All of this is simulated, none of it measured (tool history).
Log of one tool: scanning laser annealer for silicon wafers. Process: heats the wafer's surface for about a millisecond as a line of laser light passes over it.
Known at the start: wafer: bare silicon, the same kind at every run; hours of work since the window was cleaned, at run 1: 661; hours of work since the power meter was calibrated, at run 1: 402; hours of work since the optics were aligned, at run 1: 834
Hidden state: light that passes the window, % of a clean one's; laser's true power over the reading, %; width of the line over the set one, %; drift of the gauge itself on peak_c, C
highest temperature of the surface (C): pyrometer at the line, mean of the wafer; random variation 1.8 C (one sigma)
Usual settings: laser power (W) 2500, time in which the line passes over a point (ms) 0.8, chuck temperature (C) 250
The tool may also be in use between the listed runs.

run    hour  laser power (W)  time in which the line passes over a point (ms)  chuck temperature (C)  hours of work since the window was cleaned  hours of work since the power meter was calibrated  hours of work since the optics were aligned  highest temperature of the surface (C)
  1       0             2500                                              0.8                    250                                         661                                                 402                                          834                                     993
  2    67.1             2500                                              0.8                    250                                         713                                                 453                                          886                                     991
       75.5  -- window over the wafer cleaned
  3   109.8             2500                                              0.8                    250                                          26                                                 484                                          917                                    1029
  4   172.9             2500                                              0.8                    243                                          75                                                 533                                          966                                    1022
  5     236             2500                                              0.8                    250                                         123                                                 581                                         1014                                    1025
  6   304.5             2500                                              0.8                    250                                         176                                                 634                                         1067                                    1024
  7   341.7             2500                                              0.8                    250                                         205                                                 663                                         1095                                    1019
  8   421.6             2500                                              0.8                    250                                         266                                                 724                                         1157                                    1015
      433.2  -- optics aligned, line set to its width
  9   500.3             2500                                              0.8                    250                                         323                                                 781                                           52                                    1012
 10   540.4             2500                                              0.8                    250                                         354                                                 812                                           82                                    1010
      578.5  -- optics aligned, line set to its width, once more
 11   614.2             2500                                              0.8                    250                                         407                                                 865                                           27                                    1015
 12   682.9             2739                                            0.736                    241                                         459                                                 917                                           80                                    1050
 13   727.6             2278                                            0.563                    250                                         494                                                 952                                          115                                     810
 14   782.6             2500                                            0.707                    250                                         536                                                 994                                          157                                     958
 15   821.7             2500                                            0.791                    211                                         566                                                1024                                          187                                     962
 16     895             2592                                            0.648                    251                                         623                                                1081                                          243                                     949
 17   946.5             2471                                            0.675                    269                                         662                                                1120                                          283                                     939
 18  1016.5             2303                                            0.832                    246                                         716                                                1174                                          337                                     937
     1023.2  -- window over the wafer cleaned
 19  1068.5             2212                                            0.608                    251                                          35                                                1212                                          375                                     832
 20  1118.4             2728                                            0.781                    283                                          73                                                1251                                          414                                    1135
 21  1175.6             2514                                            0.781                    277                                         117                                                1295                                          458                                    1048

3 ways to go on from here, each from the tool as it stands after run 21. What would each give?
  A  1256.2             2183                                             0.75                    229                                         179                                                1357                                          520                                       ?
  B  1256.2             2548                                            0.565                    277                                         179                                                1357                                          520                                       ?
  C  1256.2             2699                                            0.977                    277                                         179                                                1357                                          520                                       ?

run  highest temperature of the surface (C)
  A                                     869
  B                                     930
  C                                    1219
Without the tool's hidden state the same runs would have given:
run  highest temperature of the surface (C)
  A                                     878
  B                                     939
  C                                    1232
